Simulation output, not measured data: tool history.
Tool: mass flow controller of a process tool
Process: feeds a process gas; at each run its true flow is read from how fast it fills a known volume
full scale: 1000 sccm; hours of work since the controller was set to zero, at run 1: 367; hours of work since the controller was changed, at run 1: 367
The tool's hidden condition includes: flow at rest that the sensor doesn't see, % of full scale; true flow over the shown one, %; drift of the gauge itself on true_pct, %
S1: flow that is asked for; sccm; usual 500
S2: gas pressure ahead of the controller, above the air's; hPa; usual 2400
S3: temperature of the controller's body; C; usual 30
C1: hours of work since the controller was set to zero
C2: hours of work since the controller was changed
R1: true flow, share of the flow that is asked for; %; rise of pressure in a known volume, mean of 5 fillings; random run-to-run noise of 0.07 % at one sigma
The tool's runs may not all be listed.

| run | hour | S1 | S2 | S3 | C1 | C2 | R1 |
|---|---|---|---|---|---|---|---|
| 1 | 0 | 500 | 2400 | 30 | 367 | 367 | 98.39 |
| 2 | 115.6 | 186 | 2400 | 30 | 449 | 449 | 97.48 |
| 3 | 211 | 186 | 2400 | 30 | 517 | 517 | 97.37 |
| 4 | 419.8 | 186 | 2400 | 30 | 665 | 665 | 97.34 |
| 5 | 604.3 | 500 | 2790 | 30 | 796 | 796 | 98.2 |
| 6 | 773.4 | 500 | 2790 | 30 | 917 | 917 | 98.19 |
| 7 | 984.7 | 500 | 1580 | 30 | 1067 | 1067 | 98.89 |
| 8 | 1174.6 | 500 | 1770 | 30 | 1202 | 1202 | 98.68 |
| 9 | 1329.8 | 500 | 1820 | 30 | 1312 | 1312 | 98.95 |
| 10 | 1525.8 | 500 | 1820 | 30 | 1451 | 1451 | 98.77 |
| 11 | 1664.5 | 500 | 2400 | 24 | 1550 | 1550 | 98.11 |
| 12 | 1820.8 | 500 | 2400 | 24 | 1661 | 1661 | 98.06 |
| 13 | 1936.1 | 500 | 2400 | 24 | 1743 | 1743 | 98.08 |
| 14 | 2066.3 | 500 | 2400 | 24 | 1836 | 1836 | 98.09 |
| 15 | 2256.4 | 500 | 2400 | 26 | 1971 | 1971 | 98.19 |
| 16 | 2371.2 | 500 | 2400 | 30 | 2052 | 2052 | 98.32 |

Expected results for the next run?
| 17 | 2589.8 | 500 | 1850 | 30 | 2208 | 2208 | ? |

Run 17 yielded R1 98.78 %.
If the tool had no hidden condition, the same run with the same run-to-run variation would have returned R1 98.78 %.
